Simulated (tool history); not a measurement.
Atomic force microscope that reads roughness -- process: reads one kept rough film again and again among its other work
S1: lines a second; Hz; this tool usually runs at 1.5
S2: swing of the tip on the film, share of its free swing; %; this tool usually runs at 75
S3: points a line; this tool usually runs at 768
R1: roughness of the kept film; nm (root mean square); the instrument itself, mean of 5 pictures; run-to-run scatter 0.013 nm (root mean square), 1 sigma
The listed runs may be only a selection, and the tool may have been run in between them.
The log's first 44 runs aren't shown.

Run 45, hour 351.1: usual settings but S2 64 %. Result: R1 3.603 nm (root mean square).
Run 46, hour 357.3: usual settings but S1 0.84 Hz, S2 72 %, S3 522. Result: R1 3.585 nm (root mean square).
Run 47, hour 367.8: usual settings but S1 2.33 Hz. Result: R1 3.243 nm (root mean square).
Run 48, hour 374.4: usual settings but S1 0.53 Hz, S3 901. Result: R1 3.595 nm (root mean square).
Run 49, hour 382.8: usual settings but S1 0.53 Hz, S2 89 %, S3 338. Result: R1 3.462 nm (root mean square).
Run 50, hour 392.1: usual settings but S1 1.92 Hz, S2 56 %, S3 664. Result: R1 3.548 nm (root mean square).
Run 51, hour 398.4: usual settings but S1 1.92 Hz, S2 56 %, S3 664. Result: R1 3.548 nm (root mean square).
Run 52, hour 408.7: usual settings but S1 3.83 Hz. Result: R1 2.939 nm (root mean square).
Run 53, hour 418.7: usual settings but S1 1.23 Hz. Result: R1 3.362 nm (root mean square).
Run 54, hour 424.8: usual settings but S1 1.81 Hz, S3 871. Result: R1 3.219 nm (root mean square).

Alternative continuations, all from the tool just after run 54; predict every row:
Run A, hour 435.9: usual settings but S1 1.74 Hz, S2 69 %, S3 267. Result: R1 ?.
Run B, hour 435.9: usual settings but S1 1.81 Hz, S2 67 %, S3 871. Result: R1 ?.
Run C, hour 435.9: usual settings but S1 3.36 Hz, S2 86 %, S3 871. Result: R1 ?.

run     R1
  A  3.316
  B  3.363
  C  2.623
With no hidden state in the tool, these same runs would have given:
run     R1
  A  3.494
  B  3.544
  C  2.764

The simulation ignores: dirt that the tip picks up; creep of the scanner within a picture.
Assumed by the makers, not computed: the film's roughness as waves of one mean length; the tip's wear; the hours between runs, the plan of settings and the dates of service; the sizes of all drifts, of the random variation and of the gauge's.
